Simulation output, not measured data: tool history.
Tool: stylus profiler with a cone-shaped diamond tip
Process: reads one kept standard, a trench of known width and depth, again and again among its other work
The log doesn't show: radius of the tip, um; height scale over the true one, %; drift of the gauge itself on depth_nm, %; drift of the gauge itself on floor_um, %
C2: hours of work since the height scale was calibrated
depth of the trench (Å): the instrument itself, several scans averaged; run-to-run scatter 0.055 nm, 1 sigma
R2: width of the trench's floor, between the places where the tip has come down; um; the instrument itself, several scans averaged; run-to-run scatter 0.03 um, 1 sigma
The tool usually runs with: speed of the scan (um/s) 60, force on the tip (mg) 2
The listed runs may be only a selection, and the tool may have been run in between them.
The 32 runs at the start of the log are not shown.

run 33 hour=2794.4 | speed_of_the_scan_(um/s)=56 force_on_the_tip_(mg)=1.04 | scans_with_this_tip=18966 C2=582 | depth_of_the_trench_(Å)=2007.9 R2=25.7
run 34 hour=2918.3 | speed_of_the_scan_(um/s)=44 force_on_the_tip_(mg)=1.82 | scans_with_this_tip=19469 C2=667 | depth_of_the_trench_(Å)=2011 R2=25.74
run 35 hour=3032.9 | speed_of_the_scan_(um/s)=15 force_on_the_tip_(mg)=2.62 | scans_with_this_tip=19934 C2=744 | depth_of_the_trench_(Å)=2015.2 R2=25.84
run 36 hour=3144.1 | speed_of_the_scan_(um/s)=15 force_on_the_tip_(mg)=2.62 | scans_with_this_tip=20386 C2=820 | depth_of_the_trench_(Å)=2013.2 R2=25.85
run 37 hour=3270.7 | speed_of_the_scan_(um/s)=15 force_on_the_tip_(mg)=2.62 | scans_with_this_tip=20900 C2=906 | depth_of_the_trench_(Å)=2012.9 R2=25.79
run 38 hour=3339 | speed_of_the_scan_(um/s)=60 force_on_the_tip_(mg)=1.41 | scans_with_this_tip=21178 C2=952 | depth_of_the_trench_(Å)=2007.7 R2=25.6
run 39 hour=3421.3 | speed_of_the_scan_(um/s)=82 force_on_the_tip_(mg)=2.54 | scans_with_this_tip=21511 C2=1008 | depth_of_the_trench_(Å)=2013.8 R2=25.58
-- hour=3502.4 height scale calibrated on a step standard
run 40 hour=3511.6 | speed_of_the_scan_(um/s)=82 force_on_the_tip_(mg)=2.54 | scans_with_this_tip=21876 C2=6 | depth_of_the_trench_(Å)=2018 R2=25.5
run 41 hour=3632.3 | speed_of_the_scan_(um/s)=74 force_on_the_tip_(mg)=0.7 | scans_with_this_tip=22366 C2=88 | depth_of_the_trench_(Å)=2007.5 R2=25.34
run 42 hour=3742.9 | speed_of_the_scan_(um/s)=169 force_on_the_tip_(mg)=2.68 | scans_with_this_tip=22815 C2=163 | depth_of_the_trench_(Å)=2017.4 R2=25.25
run 43 hour=3847.5 | speed_of_the_scan_(um/s)=169 force_on_the_tip_(mg)=2.68 | scans_with_this_tip=23240 C2=234 | depth_of_the_trench_(Å)=2016.6 R2=25.26
run 44 hour=3966.4 | speed_of_the_scan_(um/s)=16 force_on_the_tip_(mg)=2.52 | scans_with_this_tip=23723 C2=315 | depth_of_the_trench_(Å)=2016.8 R2=25.65
run 45 hour=4058.4 | speed_of_the_scan_(um/s)=72 force_on_the_tip_(mg)=2.58 | scans_with_this_tip=24096 C2=378 | depth_of_the_trench_(Å)=2015.1 R2=25.53

Below are 4 alternative next runs, each starting from the tool's condition after run 45. Predict each:
run A hour=4138.6 | speed_of_the_scan_(um/s)=20 force_on_the_tip_(mg)=4.43 | scans_with_this_tip=24422 C2=432 | depth_of_the_trench_(Å)=? R2=?
run B hour=4138.6 | speed_of_the_scan_(um/s)=218 force_on_the_tip_(mg)=2.58 | scans_with_this_tip=24422 C2=432 | depth_of_the_trench_(Å)=? R2=?
run C hour=4138.6 | speed_of_the_scan_(um/s)=137 force_on_the_tip_(mg)=1.79 | scans_with_this_tip=24422 C2=432 | depth_of_the_trench_(Å)=? R2=?
run D hour=4138.6 | speed_of_the_scan_(um/s)=43 force_on_the_tip_(mg)=1.32 | scans_with_this_tip=24422 C2=432 | depth_of_the_trench_(Å)=? R2=?

run=A depth_of_the_trench_(Å)=2023.5 R2=25.56
run=B depth_of_the_trench_(Å)=2014.6 R2=25.03
run=C depth_of_the_trench_(Å)=2011 R2=25.19
run=D depth_of_the_trench_(Å)=2010.1 R2=25.49
Stripped of hidden state, with their random variation kept, the same runs would have yielded:
run=A depth_of_the_trench_(Å)=2024.7 R2=27.1
run=B depth_of_the_trench_(Å)=2015.8 R2=26.57
run=C depth_of_the_trench_(Å)=2012.2 R2=26.73
run=D depth_of_the_trench_(Å)=2011.3 R2=27.04
